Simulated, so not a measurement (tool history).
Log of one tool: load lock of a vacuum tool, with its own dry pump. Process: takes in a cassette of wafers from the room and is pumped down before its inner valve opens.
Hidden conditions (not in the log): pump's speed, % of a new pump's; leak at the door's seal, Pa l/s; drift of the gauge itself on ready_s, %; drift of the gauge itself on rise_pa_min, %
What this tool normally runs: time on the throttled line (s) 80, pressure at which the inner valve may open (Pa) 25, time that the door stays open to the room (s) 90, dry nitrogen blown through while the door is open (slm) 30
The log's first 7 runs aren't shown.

run	day	time on the throttled line (s)	pressure at which the inner valve may open (Pa)	time that the door stays open to the room (s)	dry nitrogen blown through while the door is open (slm)	hours that the pump has run since its overhaul	times that the door has closed on its seal	incoming humidity of the room's air, %	time from the closed door until the inner valve may open (s)	rise of the pressure with all valves shut (Pa/min)
8	61.808	80	25	90	40	2227	22563	48.2	153.8	0.133
9	72.325	80	25	90	40	2479	23118	45.4	157.4	0.138
10	80.446	80	25	60	30	2674	23547	43.4	155.6	0.141
11	89.212	80	25	60	30	2884	24010	40.8	155.9	0.139
12	96.562	80	25	60	30	3061	24398	40.9	156.3	0.145
13	104.233	80	25	60	30	3245	24803	44.3	157.9	0.154
14	115.496	80	25	60	30	3515	25397	43.4	156.8	0.154
15	125.312	80	25	60	30	3751	25915	45.3	156.2	0.152
16	133.7	43	25	60	30	3952	26358	43.6	129.7	0.155
17	144.417	43	25	60	30	4209	26923	49	128.4	0.166
18	154.217	43	25	30	30	4444	27441	45.5	129	0.161
19	159.233	43	25	30	30	4565	27705	43.3	127.2	0.164

Run 20 has not been measured yet. What should we expect?
20	170.754	43	20	38	35	4841	28314	48.1	?	?

time from the closed door until the inner valve may open (s): 131.6
rise of the pressure with all valves shut (Pa/min): 0.179
Without the tool's hidden state the same run would have given time from the closed door until the inner valve may open (s) 127.3, rise of the pressure with all valves shut (Pa/min) 0.021.

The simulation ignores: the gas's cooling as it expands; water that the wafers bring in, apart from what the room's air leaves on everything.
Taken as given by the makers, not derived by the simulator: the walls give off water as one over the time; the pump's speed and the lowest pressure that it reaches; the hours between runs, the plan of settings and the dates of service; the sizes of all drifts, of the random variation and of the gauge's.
